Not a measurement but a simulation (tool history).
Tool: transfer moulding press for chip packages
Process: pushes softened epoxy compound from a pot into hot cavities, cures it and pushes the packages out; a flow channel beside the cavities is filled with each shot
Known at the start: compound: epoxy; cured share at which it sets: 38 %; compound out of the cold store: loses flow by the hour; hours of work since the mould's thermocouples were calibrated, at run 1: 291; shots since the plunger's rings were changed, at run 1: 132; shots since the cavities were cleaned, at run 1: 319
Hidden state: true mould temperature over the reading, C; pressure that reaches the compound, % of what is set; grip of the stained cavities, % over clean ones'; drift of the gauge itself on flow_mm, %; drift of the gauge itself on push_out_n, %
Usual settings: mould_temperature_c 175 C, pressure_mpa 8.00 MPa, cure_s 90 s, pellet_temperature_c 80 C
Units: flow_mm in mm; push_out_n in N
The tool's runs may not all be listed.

run,hour,mould_temperature_c,pressure_mpa,cure_s,pellet_temperature_c,hours of work since the mould's thermocouples were calibrated,shots since the plunger's rings were changed,shots since the cavities were cleaned,incoming compound's hours out of the cold store,flow_mm,push_out_n
1,0.0,175,8.00,90,80,291,132,319,20.3,640,244
2,21.4,175,8.00,90,80,307,453,640,8.7,676,295
# hour 31.0: cavities cleaned with cleaning compound and waxed
3,34.3,175,7.58,90,80,316,623,49,38.9,565,205
4,44.6,175,7.58,90,80,323,777,203,33.5,579,244
5,65.0,175,7.58,90,80,339,1082,508,26.7,596,285
6,79.2,173,8.00,90,80,349,1295,721,31.3,601,340
# hour 83.5: cavities cleaned with cleaning compound and waxed
7,94.3,171,8.00,90,80,359,1498,161,37.4,586,268
8,116.7,175,8.00,90,80,376,1833,496,38.7,576,288
# hour 135.6: cavities cleaned with cleaning compound and waxed
9,141.4,175,8.00,88,80,393,2181,87,35.3,579,216
10,161.2,179,8.00,90,80,408,2478,384,17.8,620,255
11,180.2,179,8.00,90,80,422,2762,668,34.6,568,291
# hour 187.6: cavities cleaned with cleaning compound and waxed
12,195.8,175,8.00,116,80,433,2973,124,35.6,569,209
13,218.1,175,9.10,116,80,449,3307,458,20.2,652,259
# hour 239.3: cavities cleaned with cleaning compound and waxed
14,242.7,175,8.00,90,80,467,3652,51,32.3,577,213
# hour 246.6: mould's thermocouples calibrated
15,259.6,175,8.00,111,80,10,3875,274,46.8,538,232
16,281.3,175,8.00,111,80,26,4199,598,21.9,599,273
# hour 293.0: cavities cleaned with cleaning compound and waxed
17,302.5,175,8.00,111,80,41,4494,142,40.3,549,207
# hour 309.2: plunger's sealing rings changed
# hour 323.5: mould's thermocouples calibrated, once more
18,323.9,175,8.00,111,80,0,190,395,12.6,660,242
# hour 349.3: cavities cleaned with cleaning compound and waxed
19,349.5,177,7.65,90,80,18,550,2,22.4,611,196
20,366.7,177,7.65,90,80,31,809,261,8.5,649,241
21,377.7,175,8.00,90,89,39,973,425,39.0,576,278
22,391.8,175,8.00,90,77,50,1184,636,10.4,659,301
# hour 402.4: cavities cleaned with cleaning compound and waxed
23,412.4,175,8.00,90,77,64,1470,150,24.7,615,223
24,426.2,175,6.95,90,76,74,1676,356,24.1,569,278
25,442.0,175,9.49,96,88,86,1912,592,19.1,683,285
# hour 453.9: cavities cleaned with cleaning compound and waxed
26,456.5,175,9.49,96,88,96,2107,39,38.5,623,185
27,466.7,175,9.49,110,88,103,2260,192,28.5,646,215

Forecast each of these 4 alternatives for the next run:
A,484.6,171,8.00,90,80,117,2527,459,34.1,?,?
B,484.6,179,9.49,110,85,117,2527,459,36.5,?,?
C,484.6,169,8.89,90,80,117,2527,459,17.5,?,?
D,484.6,174,9.49,110,78,117,2527,459,35.1,?,?

run,flow_mm,push_out_n
A,590,326
B,612,249
C,673,383
D,628,267
Without the tool's hidden state the same runs would have given:
run,flow_mm,push_out_n
A,613,213
B,636,163
C,700,251
D,653,178
